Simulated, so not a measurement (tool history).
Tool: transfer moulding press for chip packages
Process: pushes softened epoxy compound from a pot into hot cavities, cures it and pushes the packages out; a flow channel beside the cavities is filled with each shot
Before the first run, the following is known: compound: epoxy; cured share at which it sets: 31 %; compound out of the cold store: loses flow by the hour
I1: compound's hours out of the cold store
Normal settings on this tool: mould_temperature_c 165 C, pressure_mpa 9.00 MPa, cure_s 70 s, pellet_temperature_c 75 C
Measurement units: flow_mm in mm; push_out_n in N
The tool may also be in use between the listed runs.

{"run": 1, "hour": 0.0, "mould_temperature_c": 165, "pressure_mpa": 9.0, "cure_s": 70, "pellet_temperature_c": 75, "I1": 23.7, "flow_mm": 881, "push_out_n": 579}
{"hour": 45.6, "done": "cavities cleaned with cleaning compound and waxed"}
{"run": 2, "hour": 51.9, "mould_temperature_c": 165, "pressure_mpa": 7.98, "cure_s": 70, "pellet_temperature_c": 75, "I1": 36.6, "flow_mm": 797, "push_out_n": 563}
{"run": 3, "hour": 84.4, "mould_temperature_c": 166, "pressure_mpa": 9.0, "cure_s": 70, "pellet_temperature_c": 75, "I1": 17.9, "flow_mm": 879, "push_out_n": 823}
{"hour": 96.6, "done": "cavities cleaned with cleaning compound and waxed"}
{"run": 4, "hour": 124.5, "mould_temperature_c": 166, "pressure_mpa": 9.0, "cure_s": 70, "pellet_temperature_c": 75, "I1": 20.6, "flow_mm": 869, "push_out_n": 735}
{"hour": 147.5, "done": "cavities cleaned with cleaning compound and waxed"}
{"run": 5, "hour": 167.5, "mould_temperature_c": 166, "pressure_mpa": 9.0, "cure_s": 70, "pellet_temperature_c": 75, "I1": 17.7, "flow_mm": 864, "push_out_n": 704}
{"hour": 199.1, "done": "cavities cleaned with cleaning compound and waxed"}
{"run": 6, "hour": 202.1, "mould_temperature_c": 165, "pressure_mpa": 10.68, "cure_s": 70, "pellet_temperature_c": 75, "I1": 40.3, "flow_mm": 887, "push_out_n": 483}
{"run": 7, "hour": 233.9, "mould_temperature_c": 165, "pressure_mpa": 10.68, "cure_s": 70, "pellet_temperature_c": 75, "I1": 13.1, "flow_mm": 948, "push_out_n": 899}
{"hour": 249.8, "done": "cavities cleaned with cleaning compound and waxed"}
{"run": 8, "hour": 280.2, "mould_temperature_c": 165, "pressure_mpa": 9.0, "cure_s": 70, "pellet_temperature_c": 78, "I1": 18.5, "flow_mm": 840, "push_out_n": 838}
{"hour": 301.3, "done": "cavities cleaned with cleaning compound and waxed"}
{"run": 9, "hour": 318.2, "mould_temperature_c": 165, "pressure_mpa": 9.0, "cure_s": 70, "pellet_temperature_c": 78, "I1": 11.1, "flow_mm": 854, "push_out_n": 718}
{"hour": 353.4, "done": "cavities cleaned with cleaning compound and waxed"}
{"run": 10, "hour": 354.0, "mould_temperature_c": 165, "pressure_mpa": 9.0, "cure_s": 70, "pellet_temperature_c": 78, "I1": 11.2, "flow_mm": 861, "push_out_n": 458}
{"run": 11, "hour": 390.4, "mould_temperature_c": 165, "pressure_mpa": 9.0, "cure_s": 70, "pellet_temperature_c": 78, "I1": 40.1, "flow_mm": 781, "push_out_n": 817}
{"hour": 399.9, "done": "plunger's sealing rings changed"}
{"hour": 408.5, "done": "cavities cleaned with cleaning compound and waxed"}
{"run": 12, "hour": 443.8, "mould_temperature_c": 165, "pressure_mpa": 7.99, "cure_s": 70, "pellet_temperature_c": 78, "I1": 12.3, "flow_mm": 876, "push_out_n": 877}
{"hour": 459.3, "done": "cavities cleaned with cleaning compound and waxed"}
{"run": 13, "hour": 480.8, "mould_temperature_c": 165, "pressure_mpa": 7.99, "cure_s": 70, "pellet_temperature_c": 78, "I1": 35.8, "flow_mm": 813, "push_out_n": 720}
{"hour": 510.8, "done": "cavities cleaned with cleaning compound and waxed"}
{"run": 14, "hour": 531.8, "mould_temperature_c": 165, "pressure_mpa": 7.99, "cure_s": 70, "pellet_temperature_c": 78, "I1": 44.8, "flow_mm": 791, "push_out_n": 697}
{"hour": 562.3, "done": "cavities cleaned with cleaning compound and waxed"}
{"run": 15, "hour": 583.1, "mould_temperature_c": 165, "pressure_mpa": 9.0, "cure_s": 70, "pellet_temperature_c": 77, "I1": 14.5, "flow_mm": 894, "push_out_n": 728}
{"run": 16, "hour": 610.1, "mould_temperature_c": 165, "pressure_mpa": 7.26, "cure_s": 70, "pellet_temperature_c": 75, "I1": 28.0, "flow_mm": 775, "push_out_n": 858}
{"hour": 616.4, "done": "cavities cleaned with cleaning compound and waxed"}
{"run": 17, "hour": 638.7, "mould_temperature_c": 164, "pressure_mpa": 8.87, "cure_s": 70, "pellet_temperature_c": 75, "I1": 46.7, "flow_mm": 808, "push_out_n": 767}
{"run": 18, "hour": 661.4, "mould_temperature_c": 164, "pressure_mpa": 8.87, "cure_s": 70, "pellet_temperature_c": 75, "I1": 32.9, "flow_mm": 844, "push_out_n": 917}
{"hour": 667.9, "done": "cavities cleaned with cleaning compound and waxed"}
{"run": 19, "hour": 709.4, "mould_temperature_c": 164, "pressure_mpa": 8.62, "cure_s": 70, "pellet_temperature_c": 84, "I1": 20.2, "flow_mm": 838, "push_out_n": 911}
{"hour": 718.2, "done": "cavities cleaned with cleaning compound and waxed"}
{"run": 20, "hour": 748.7, "mould_temperature_c": 162, "pressure_mpa": 9.31, "cure_s": 70, "pellet_temperature_c": 75, "I1": 11.8, "flow_mm": 903, "push_out_n": 995}
{"hour": 771.2, "done": "cavities cleaned with cleaning compound and waxed"}
{"run": 21, "hour": 779.9, "mould_temperature_c": 165, "pressure_mpa": 8.8, "cure_s": 57, "pellet_temperature_c": 75, "I1": 17.9, "flow_mm": 860, "push_out_n": 1008}
{"run": 22, "hour": 811.0, "mould_temperature_c": 167, "pressure_mpa": 8.44, "cure_s": 62, "pellet_temperature_c": 75, "I1": 41.5, "flow_mm": 766, "push_out_n": 951}
{"hour": 823.9, "done": "cavities cleaned with cleaning compound and waxed"}
{"run": 23, "hour": 836.8, "mould_temperature_c": 165, "pressure_mpa": 9.0, "cure_s": 70, "pellet_temperature_c": 75, "I1": 44.5, "flow_mm": 799, "push_out_n": 660}
{"hour": 874.3, "done": "cavities cleaned with cleaning compound and waxed"}
{"hour": 881.3, "done": "mould's thermocouples calibrated"}
{"run": 24, "hour": 888.2, "mould_temperature_c": 161, "pressure_mpa": 8.65, "cure_s": 93, "pellet_temperature_c": 77, "I1": 35.2, "flow_mm": 795, "push_out_n": 521}
{"hour": 929.9, "done": "cavities cleaned with cleaning compound and waxed"}
{"run": 25, "hour": 942.5, "mould_temperature_c": 162, "pressure_mpa": 9.53, "cure_s": 54, "pellet_temperature_c": 77, "I1": 9.5, "flow_mm": 889, "push_out_n": 1628}
{"hour": 984.3, "done": "plunger's sealing rings changed"}
{"hour": 985.8, "done": "cavities cleaned with cleaning compound and waxed"}
{"run": 26, "hour": 999.1, "mould_temperature_c": 161, "pressure_mpa": 9.0, "cure_s": 65, "pellet_temperature_c": 75, "I1": 10.3, "flow_mm": 936, "push_out_n": 1083}

Branching from run 26: 3 alternative next runs. What would each branch give?
{"run": "A", "hour": 1031.4, "mould_temperature_c": 163, "pressure_mpa": 9.0, "cure_s": 78, "pellet_temperature_c": 68, "I1": 19.6, "flow_mm": "?", "push_out_n": "?"}
{"run": "B", "hour": 1031.4, "mould_temperature_c": 170, "pressure_mpa": 9.0, "cure_s": 65, "pellet_temperature_c": 79, "I1": 19.2, "flow_mm": "?", "push_out_n": "?"}
{"run": "C", "hour": 1031.4, "mould_temperature_c": 161, "pressure_mpa": 9.0, "cure_s": 65, "pellet_temperature_c": 79, "I1": 17.6, "flow_mm": "?", "push_out_n": "?"}

run=A flow_mm=926 push_out_n=844
run=B flow_mm=908 push_out_n=834
run=C flow_mm=942 push_out_n=1411
What these runs would have given with no unlogged condition in the tool:
run=A flow_mm=934 push_out_n=426
run=B flow_mm=915 push_out_n=423
run=C flow_mm=950 push_out_n=711

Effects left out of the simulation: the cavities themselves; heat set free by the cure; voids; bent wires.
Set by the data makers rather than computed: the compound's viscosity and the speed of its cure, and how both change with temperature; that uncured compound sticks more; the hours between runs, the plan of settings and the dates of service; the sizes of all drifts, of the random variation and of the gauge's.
